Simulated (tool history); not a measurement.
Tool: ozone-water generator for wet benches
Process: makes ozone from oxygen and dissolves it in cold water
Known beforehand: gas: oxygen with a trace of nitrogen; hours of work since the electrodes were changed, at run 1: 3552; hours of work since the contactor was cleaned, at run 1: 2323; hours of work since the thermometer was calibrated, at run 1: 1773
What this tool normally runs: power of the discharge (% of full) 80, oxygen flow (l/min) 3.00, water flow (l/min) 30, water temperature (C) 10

run    hour  power of the discharge (% of full)  oxygen flow (l/min)  water flow (l/min)  water temperature (C)  hours of work since the electrodes were changed  hours of work since the contactor was cleaned  hours of work since the thermometer was calibrated  dissolved ozone (ppm)  ozone in the gas ahead of the water (g/m3)
  1     0.0                                  80                 3.00                  30                     10                                             3552                                           2323                                                1773                   13.1                                       232.1
  2    82.8                                  80                 3.00                  30                     10                                             3632                                           2403                                                1854                   12.9                                       234.1
  3   175.0                                  80                 3.00                  30                     10                                             3722                                           2493                                                1943                   12.9                                       231.1
  4   243.7                                  80                 2.53                  30                     10                                             3788                                           2559                                                2010                   11.7                                       242.6
  5   309.7                                  80                 2.53                  30                     16                                             3853                                           2623                                                2074                   11.5                                       241.5
  6   367.9                                  80                 2.53                  25                     16                                             3909                                           2680                                                2131                   13.7                                       241.5
  7   452.1                                  80                 4.10                  30                     10                                             3991                                           2762                                                2213                   14.7                                       207.0
  8   523.7                                  80                 3.00                  30                     10                                             4060                                           2831                                                2282                   13.0                                       230.1
  9   616.4                                  80                 3.00                  30                     10                                             4151                                           2921                                                2372                   12.5                                       226.9
 10   692.7                                  80                 3.00                  30                     10                                             4225                                           2995                                                2446                   12.6                                       226.1
 11   757.9                                  80                 3.00                  30                     10                                             4288                                           3059                                                2510                   12.4                                       222.3
 12   820.6                                  80                 3.20                  30                     10                                             4349                                           3120                                                2570                   12.9                                       219.9
 13   879.2                                  80                 3.00                  30                     10                                             4406                                           3177                                                2627                   12.1                                       225.1
 14   966.1                                  80                 3.00                  30                     10                                             4490                                           3261                                                2712                   12.4                                       223.6
 15  1054.4                                  80                 3.00                  30                     10                                             4576                                           3347                                                2797                   12.3                                       225.1
 16  1144.2                                  80                 3.00                  30                     10                                             4663                                           3434                                                2885                   12.1                                       222.3
 17  1203.1                                  99                 3.00                  39                     10                                             4720                                           3491                                                2942                   10.9                                       257.2
 18  1266.7                                  99                 3.00                  45                     10                                             4782                                           3553                                                3004                    9.4                                       256.6
     1274.0  -- water thermometer calibrated
 19  1314.5                                  76                 4.28                  28                      6                                             4828                                           3599                                                  39                   15.3                                       189.3
 20  1396.4                                  67                 2.02                  28                      6                                             4908                                           3678                                                 119                    9.7                                       219.1
 21  1465.0                                  67                 2.63                  28                      6                                             4974                                           3745                                                 185                   11.1                                       201.7
 22  1507.9                                  80                 3.00                  21                      6                                             5016                                           3787                                                 227                   17.5                                       219.9
 23  1555.6                                  80                 3.58                  29                     11                                             5062                                           3833                                                 273                   13.4                                       205.2
 24  1618.6                                  80                 3.01                  29                      5                                             5123                                           3894                                                 335                   12.9                                       216.1
 25  1660.3                                  80                 2.40                  22                      8                                             5164                                           3935                                                 375                   14.7                                       233.2
     1665.1  -- water thermometer calibrated, once more
 26  1762.0                                  45                 3.00                  30                     10                                             5262                                           4033                                                  94                    7.7                                       142.3
 27  1804.4                                  45                 3.00                  30                     10                                             5303                                           4074                                                 135                    7.9                                       144.5
 28  1854.1                                  45                 3.00                  30                     10                                             5352                                           4123                                                 184                    7.9                                       142.5
 29  1938.0                                  98                 3.00                  30                     10                                             5433                                           4204                                                 265                   13.5                                       248.4
 30  1985.5                                  98                 3.00                  47                     10                                             5479                                           4250                                                 311                    8.7                                       246.9
 31  2081.8                                  64                 4.29                  22                      9                                             5573                                           4344                                                 405                   15.5                                       162.7
 32  2170.0                                  64                 4.29                  22                      9                                             5659                                           4429                                                 490                   15.6                                       163.3

Here are 3 independent what-if runs from the current tool condition. What would each one return?
  A  2253.3                                  57                 4.29                  22                      9                                             5739                                           4510                                                 571                      ?                                           ?
  B  2253.3                                  64                 1.82                  22                      9                                             5739                                           4510                                                 571                      ?                                           ?
  C  2253.3                                  64                 4.29                  22                      6                                             5739                                           4510                                                 571                      ?                                           ?

run  dissolved ozone (ppm)  ozone in the gas ahead of the water (g/m3)
  A                   14.4                                       149.4
  B                   10.5                                       210.0
  C                   16.2                                       161.1
Stripped of hidden state, with their random variation kept, the same runs would have yielded:
run  dissolved ozone (ppm)  ozone in the gas ahead of the water (g/m3)
  A                   18.1                                       178.1
  B                   13.5                                       255.2
  C                   20.7                                       195.7
